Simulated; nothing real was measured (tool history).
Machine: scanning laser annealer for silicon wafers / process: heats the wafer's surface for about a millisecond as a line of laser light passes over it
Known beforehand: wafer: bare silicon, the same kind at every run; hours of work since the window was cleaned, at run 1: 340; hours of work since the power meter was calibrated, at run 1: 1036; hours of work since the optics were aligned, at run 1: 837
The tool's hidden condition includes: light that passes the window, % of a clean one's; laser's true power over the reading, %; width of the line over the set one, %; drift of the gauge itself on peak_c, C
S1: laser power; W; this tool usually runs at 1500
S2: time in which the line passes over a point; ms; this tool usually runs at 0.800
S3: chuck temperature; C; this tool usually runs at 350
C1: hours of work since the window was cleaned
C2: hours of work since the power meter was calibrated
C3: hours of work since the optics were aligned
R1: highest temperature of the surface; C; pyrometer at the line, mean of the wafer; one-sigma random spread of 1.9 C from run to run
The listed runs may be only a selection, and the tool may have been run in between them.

{"run": 1, "hour": 0.0, "S1": 1500, "S2": 0.8, "S3": 350, "C1": 340, "C2": 1036, "C3": 837, "R1": 1078}
{"run": 2, "hour": 39.9, "S1": 1500, "S2": 0.8, "S3": 350, "C1": 372, "C2": 1067, "C3": 868, "R1": 1075}
{"run": 3, "hour": 64.4, "S1": 1500, "S2": 0.8, "S3": 350, "C1": 391, "C2": 1086, "C3": 888, "R1": 1076}
{"run": 4, "hour": 101.2, "S1": 1500, "S2": 0.8, "S3": 350, "C1": 420, "C2": 1116, "C3": 917, "R1": 1071}
{"run": 5, "hour": 143.5, "S1": 1500, "S2": 0.8, "S3": 350, "C1": 454, "C2": 1149, "C3": 950, "R1": 1071}
{"run": 6, "hour": 189.6, "S1": 1500, "S2": 0.8, "S3": 350, "C1": 490, "C2": 1186, "C3": 987, "R1": 1069}
{"run": 7, "hour": 214.4, "S1": 1500, "S2": 0.8, "S3": 350, "C1": 510, "C2": 1205, "C3": 1007, "R1": 1069}
{"run": 8, "hour": 247.9, "S1": 1500, "S2": 0.8, "S3": 350, "C1": 536, "C2": 1232, "C3": 1033, "R1": 1064}
{"hour": 255.4, "done": "optics aligned, line set to its width"}
{"run": 9, "hour": 291.5, "S1": 1500, "S2": 0.731, "S3": 350, "C1": 567, "C2": 1262, "C3": 29, "R1": 1028}
{"run": 10, "hour": 326.5, "S1": 1474, "S2": 0.8, "S3": 350, "C1": 595, "C2": 1290, "C3": 56, "R1": 1046}
{"run": 11, "hour": 361.7, "S1": 1474, "S2": 0.8, "S3": 350, "C1": 622, "C2": 1318, "C3": 84, "R1": 1043}
{"hour": 384.6, "done": "optics aligned, line set to its width, once more"}
{"run": 12, "hour": 414.4, "S1": 1474, "S2": 0.8, "S3": 350, "C1": 660, "C2": 1355, "C3": 24, "R1": 1055}
{"run": 13, "hour": 453.8, "S1": 1474, "S2": 0.8, "S3": 350, "C1": 691, "C2": 1387, "C3": 55, "R1": 1052}
{"run": 14, "hour": 514.2, "S1": 1474, "S2": 0.732, "S3": 351, "C1": 739, "C2": 1434, "C3": 103, "R1": 1019}
{"run": 15, "hour": 564.4, "S1": 1396, "S2": 0.735, "S3": 377, "C1": 779, "C2": 1474, "C3": 142, "R1": 998}
{"run": 16, "hour": 598.3, "S1": 1449, "S2": 0.87, "S3": 355, "C1": 806, "C2": 1501, "C3": 169, "R1": 1065}
{"run": 17, "hour": 622.7, "S1": 1536, "S2": 0.595, "S3": 375, "C1": 825, "C2": 1520, "C3": 188, "R1": 1007}
{"run": 18, "hour": 674.4, "S1": 1536, "S2": 0.595, "S3": 364, "C1": 866, "C2": 1561, "C3": 229, "R1": 988}
{"hour": 686.2, "done": "window over the wafer cleaned"}
{"run": 19, "hour": 709.9, "S1": 1536, "S2": 0.595, "S3": 364, "C1": 19, "C2": 1588, "C3": 256, "R1": 1016}

Results for each run, recomputed without the tool's hidden state and with each run's random variation untouched:
run=1 R1=1107
run=2 R1=1106
run=3 R1=1108
run=4 R1=1105
run=5 R1=1107
run=6 R1=1107
run=7 R1=1108
run=8 R1=1105
run=9 R1=1070
run=10 R1=1091
run=11 R1=1090
run=12 R1=1091
run=13 R1=1089
run=14 R1=1057
run=15 R1=1035
run=16 R1=1110
run=17 R1=1048
run=18 R1=1030
run=19 R1=1031
